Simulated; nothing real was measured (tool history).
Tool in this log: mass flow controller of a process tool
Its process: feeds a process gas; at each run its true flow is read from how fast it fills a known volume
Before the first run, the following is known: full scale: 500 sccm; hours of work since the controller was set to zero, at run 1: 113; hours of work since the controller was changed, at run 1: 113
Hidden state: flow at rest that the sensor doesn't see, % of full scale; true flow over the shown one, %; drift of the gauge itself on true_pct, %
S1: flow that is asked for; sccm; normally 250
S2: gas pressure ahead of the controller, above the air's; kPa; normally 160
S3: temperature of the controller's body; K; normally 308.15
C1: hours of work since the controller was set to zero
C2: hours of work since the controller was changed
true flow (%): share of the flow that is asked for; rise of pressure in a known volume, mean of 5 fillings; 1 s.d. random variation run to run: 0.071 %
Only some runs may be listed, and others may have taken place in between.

{"run": 1, "hour": 0.0, "S1": 250, "S2": 160, "S3": 308.15, "C1": 113, "C2": 113, "true flow (%)": 100.13}
{"run": 2, "hour": 432.8, "S1": 250, "S2": 160, "S3": 308.15, "C1": 396, "C2": 396, "true flow (%)": 99.87}
{"run": 3, "hour": 690.2, "S1": 250, "S2": 160, "S3": 308.15, "C1": 564, "C2": 564, "true flow (%)": 99.76}
{"run": 4, "hour": 1058.1, "S1": 336, "S2": 160, "S3": 308.15, "C1": 804, "C2": 804, "true flow (%)": 99.72}
{"run": 5, "hour": 1332.3, "S1": 250, "S2": 160, "S3": 308.15, "C1": 983, "C2": 983, "true flow (%)": 99.63}
{"run": 6, "hour": 1615.7, "S1": 250, "S2": 234, "S3": 308.15, "C1": 1168, "C2": 1168, "true flow (%)": 99.76}
{"run": 7, "hour": 1954.8, "S1": 250, "S2": 234, "S3": 308.15, "C1": 1389, "C2": 1389, "true flow (%)": 99.63}
{"run": 8, "hour": 2316.2, "S1": 250, "S2": 160, "S3": 308.15, "C1": 1625, "C2": 1625, "true flow (%)": 99.06}
{"run": 9, "hour": 2572.0, "S1": 250, "S2": 160, "S3": 308.15, "C1": 1792, "C2": 1792, "true flow (%)": 98.94}
{"run": 10, "hour": 3013.1, "S1": 328, "S2": 160, "S3": 308.15, "C1": 2079, "C2": 2079, "true flow (%)": 98.92}
{"run": 11, "hour": 3202.2, "S1": 328, "S2": 160, "S3": 294.15, "C1": 2203, "C2": 2203, "true flow (%)": 98.01}
{"run": 12, "hour": 3529.7, "S1": 328, "S2": 160, "S3": 294.15, "C1": 2416, "C2": 2416, "true flow (%)": 97.72}
{"run": 13, "hour": 3935.6, "S1": 312, "S2": 156, "S3": 308.15, "C1": 2681, "C2": 2681, "true flow (%)": 98.71}
{"run": 14, "hour": 4360.7, "S1": 312, "S2": 156, "S3": 308.15, "C1": 2959, "C2": 2959, "true flow (%)": 98.4}

Predict the results of run 15:
{"hour": 4392.3, "done": "controller's zero set anew"}
{"run": 15, "hour": 4670.6, "S1": 164, "S2": 156, "S3": 296.15, "C1": 182, "C2": 3160, "true flow (%)": "?"}

{"run 15": {"true flow (%)": 96.54}}
If the tool had no hidden condition, the same run with the same run-to-run variation would have returned true flow (%) 99.21.
